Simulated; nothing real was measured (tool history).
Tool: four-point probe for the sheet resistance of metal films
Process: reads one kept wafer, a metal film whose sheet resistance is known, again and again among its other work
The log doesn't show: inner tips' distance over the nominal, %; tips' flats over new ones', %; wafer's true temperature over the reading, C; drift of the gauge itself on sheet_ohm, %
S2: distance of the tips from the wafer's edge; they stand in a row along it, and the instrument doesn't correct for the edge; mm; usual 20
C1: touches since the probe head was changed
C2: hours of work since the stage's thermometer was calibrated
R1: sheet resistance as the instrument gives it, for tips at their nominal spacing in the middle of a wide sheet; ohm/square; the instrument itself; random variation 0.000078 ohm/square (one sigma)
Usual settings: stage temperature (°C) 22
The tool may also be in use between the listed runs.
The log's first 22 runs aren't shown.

Run 23, hour 1459.2: usual settings but stage temperature (°C) 24; C1 111313; C2 401. Result: R1 0.389284 ohm/square.
Run 24, hour 1534: usual settings but stage temperature (°C) 20, S2 10 mm; C1 113044; C2 435. Result: R1 0.391138 ohm/square.
Run 25, hour 1591.3: usual settings but stage temperature (°C) 27, S2 32 mm; C1 114370; C2 462. Result: R1 0.388468 ohm/square.
Run 26, hour 1674.7: usual settings but S2 8 mm; C1 116298; C2 501. Result: R1 0.391992 ohm/square.
Run 27, hour 1765.1: usual settings but S2 8 mm; C1 118389; C2 543. Result: R1 0.392027 ohm/square.
Run 28, hour 1809.7: usual settings but S2 8 mm; C1 119422; C2 563. Result: R1 0.39191 ohm/square.
Run 29, hour 1895.6: usual settings but stage temperature (°C) 28; C1 121410; C2 603. Result: R1 0.38857 ohm/square.
Run 30, hour 1976.7: usual settings but stage temperature (°C) 26, S2 29 mm; C1 123286; C2 641. Result: R1 0.388543 ohm/square.
Run 31, hour 2035.7: usual settings but stage temperature (°C) 19; C1 124649; C2 668. Result: R1 0.389596 ohm/square.
Run 32, hour 2088.4: usual settings but stage temperature (°C) 23, S2 14 mm; C1 125870; C2 693. Result: R1 0.38948 ohm/square.
Run 33, hour 2179.6: usual settings but stage temperature (°C) 29, S2 33 mm; C1 127979; C2 735. Result: R1 0.387902 ohm/square.
Run 34, hour 2241.5: usual settings but stage temperature (°C) 29, S2 33 mm; C1 129411; C2 764. Result: R1 0.388152 ohm/square.
Run 35, hour 2284: usual settings but stage temperature (°C) 23, S2 16 mm; C1 130395; C2 784. Result: R1 0.389328 ohm/square.
Run 36, hour 2344: usual settings but stage temperature (°C) 26, S2 6 mm; C1 131782; C2 811. Result: R1 0.393865 ohm/square.
Run 37, hour 2425.8: usual settings but stage temperature (°C) 26, S2 22 mm; C1 133675; C2 849. Result: R1 0.388497 ohm/square.
Run 38, hour 2471.8: usual settings but stage temperature (°C) 25, S2 45 mm; C1 134738; C2 871. Result: R1 0.388234 ohm/square.
Run 39, hour 2525.4: usual settings but stage temperature (°C) 23, S2 18 mm; C1 135980; C2 896. Result: R1 0.389149 ohm/square.
Run 40, hour 2568.6: usual settings but stage temperature (°C) 23, S2 18 mm; C1 136978; C2 916. Result: R1 0.389001 ohm/square.
Run 41, hour 2625.6: usual settings but stage temperature (°C) 30, S2 6 mm; C1 138297; C2 942. Result: R1 0.393261 ohm/square.
Run 42, hour 2667.4: usual settings but stage temperature (°C) 28, S2 22 mm; C1 139264; C2 962. Result: R1 0.388238 ohm/square.
Run 43, hour 2745.3: usual settings but stage temperature (°C) 28, S2 22 mm; C1 141066; C2 998. Result: R1 0.388291 ohm/square.
Run 44, hour 2816.3: usual settings but stage temperature (°C) 23, S2 51 mm; C1 142709; C2 1031. Result: R1 0.388443 ohm/square.
Run 45, hour 2899.9: usual settings but stage temperature (°C) 29, S2 11 mm; C1 144643; C2 1070. Result: R1 0.38939 ohm/square.

Forecast each of these 3 alternatives for the next run:
Run A, hour 2940.3: usual settings but S2 31 mm; C1 145576; C2 1088. Result: R1 ?.
Run B, hour 2940.3: usual settings but S2 37 mm; C1 145576; C2 1088. Result: R1 ?.
Run C, hour 2940.3: usual settings but stage temperature (°C) 19, S2 15 mm; C1 145576; C2 1088. Result: R1 ?.

run        R1
  A  0.388649
  B  0.388546
  C  0.389584
Without the tool's hidden state the same runs would have given:
run        R1
  A  0.390959
  B  0.390855
  C  0.391897
